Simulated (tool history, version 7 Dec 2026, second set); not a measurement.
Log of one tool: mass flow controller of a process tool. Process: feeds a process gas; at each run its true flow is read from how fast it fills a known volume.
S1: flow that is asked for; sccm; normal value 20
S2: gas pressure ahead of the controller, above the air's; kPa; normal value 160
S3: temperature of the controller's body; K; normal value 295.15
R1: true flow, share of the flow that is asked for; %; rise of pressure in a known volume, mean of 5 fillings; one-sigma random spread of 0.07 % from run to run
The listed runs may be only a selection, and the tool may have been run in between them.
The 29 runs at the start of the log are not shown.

Run 30, hour 1948.9: usual settings but S1 9 sccm. Result: R1 98.37 %.
Run 31, hour 2021.5: usual settings but S1 32 sccm, S2 276 kPa. Result: R1 100.51 %.
Run 32, hour 2094.8: usual settings but S1 32 sccm, S2 276 kPa. Result: R1 100.39 %.
Run 33, hour 2139.0: usual settings but S1 14 sccm, S2 215 kPa, S3 301.15 K. Result: R1 98.60 %.
Run 34, hour 2224.1: usual settings but S1 28 sccm, S3 301.15 K. Result: R1 98.96 %.
Run 35, hour 2307.6: usual settings but S1 28 sccm, S3 301.15 K. Result: R1 99.25 %.
Run 36, hour 2375.1: usual settings but S1 28 sccm, S3 301.15 K. Result: R1 99.33 %.
Run 37, hour 2416.2: usual settings but S1 35 sccm, S3 304.15 K. Result: R1 99.41 %.
Run 38, hour 2463.5: usual settings but S1 6 sccm, S2 146 kPa, S3 301.15 K. Result: R1 98.32 %.
Run 39, hour 2515.4: usual settings but S1 6 sccm, S2 146 kPa, S3 301.15 K. Result: R1 98.23 %.
Run 40, hour 2559.0: usual settings but S1 6 sccm, S2 143 kPa, S3 299.15 K. Result: R1 98.52 %.
Run 41, hour 2617.7: usual settings but S1 24 sccm, S2 163 kPa, S3 304.15 K. Result: R1 99.12 %.
Run 42, hour 2654.8: usual settings but S3 301.15 K. Result: R1 99.32 %.
Run 43, hour 2734.9: usual settings but S3 301.15 K. Result: R1 99.34 %.
Run 44, hour 2786.5: usual settings but S2 179 kPa, S3 300.15 K. Result: R1 99.60 %.
Run 45, hour 2847.2: usual settings but S1 33 sccm, S3 304.15 K. Result: R1 99.96 %.
Run 46, hour 2921.0: usual settings but S1 33 sccm, S3 304.15 K. Result: R1 100.05 %.
Run 47, hour 2959.2: usual settings but S1 7 sccm, S2 193 kPa, S3 297.15 K. Result: R1 99.78 %.
Run 48, hour 3037.9: usual settings but S2 207 kPa, S3 301.15 K. Result: R1 100.23 %.
Run 49, hour 3086.5: usual settings but S1 46 sccm, S2 149 kPa, S3 306.15 K. Result: R1 100.70 %.

Branching from run 49: 4 alternative next runs. What would each branch give?
Run A, hour 3141.7: usual settings but S1 6 sccm, S2 151 kPa, S3 294.15 K. Result: R1 ?.
Run B, hour 3141.7: usual settings but S1 24 sccm, S2 161 kPa, S3 303.15 K. Result: R1 ?.
Run C, hour 3141.7: usual settings but S2 201 kPa, S3 301.15 K. Result: R1 ?.
Run D, hour 3141.7: usual settings but S2 188 kPa, S3 299.15 K. Result: R1 ?.

run      R1
  A   99.97
  B  100.01
  C  100.21
  D  100.43
Without the tool's hidden state the same runs would have given:
run     R1
  A  97.81
  B  97.86
  C  98.05
  D  98.27

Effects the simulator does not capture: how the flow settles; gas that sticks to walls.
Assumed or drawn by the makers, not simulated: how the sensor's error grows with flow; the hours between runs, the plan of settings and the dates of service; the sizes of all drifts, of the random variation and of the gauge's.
